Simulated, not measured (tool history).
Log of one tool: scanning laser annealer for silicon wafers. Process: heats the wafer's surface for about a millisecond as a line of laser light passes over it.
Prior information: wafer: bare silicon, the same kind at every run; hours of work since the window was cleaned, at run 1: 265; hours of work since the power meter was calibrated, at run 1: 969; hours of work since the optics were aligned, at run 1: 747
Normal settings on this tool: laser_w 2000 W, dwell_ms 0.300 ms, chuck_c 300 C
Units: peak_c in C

run	hour	laser_w	dwell_ms	chuck_c	hours of work since the window was cleaned	hours of work since the power meter was calibrated	hours of work since the optics were aligned	peak_c
1	0.0	2000	0.300	300	265	969	747	1006
2	24.3	2000	0.300	268	283	986	764	971
3	47.3	2000	0.300	300	299	1003	781	1002
4	74.5	2000	0.300	300	318	1022	800	998
5	125.2	2000	0.300	300	354	1058	836	996
6	159.4	2000	0.300	300	379	1082	861	994
7	207.3	2000	0.300	300	413	1116	895	992
8	238.6	2000	0.300	300	435	1139	917	988
9	283.7	2000	0.300	300	467	1171	949	988
10	321.0	2000	0.300	300	493	1197	975	984
11	344.8	2159	0.362	300	510	1214	992	1133
12	380.4	2159	0.362	300	536	1239	1018	1128
13	411.0	2059	0.333	317	557	1261	1039	1062
14	447.7	1725	0.300	290	584	1287	1065	858
15	478.2	2160	0.300	301	605	1309	1087	1042
# hour 498.5: window over the wafer cleaned
16	518.8	1704	0.303	271	14	1336	1114	867
17	543.5	2000	0.300	293	32	1354	1132	1015

Forecast each of these 5 alternatives for the next run:
A	590.1	2000	0.254	293	65	1387	1165	?
B	590.1	2000	0.336	293	65	1387	1165	?
C	590.1	2000	0.248	262	65	1387	1165	?
D	590.1	2074	0.300	300	65	1387	1165	?
E	590.1	1907	0.260	311	65	1387	1165	?

run	peak_c
A	948
B	1058
C	907
D	1049
E	936
What these runs would have given with no unlogged condition in the tool:
run	peak_c
A	966
B	1078
C	924
D	1070
E	953
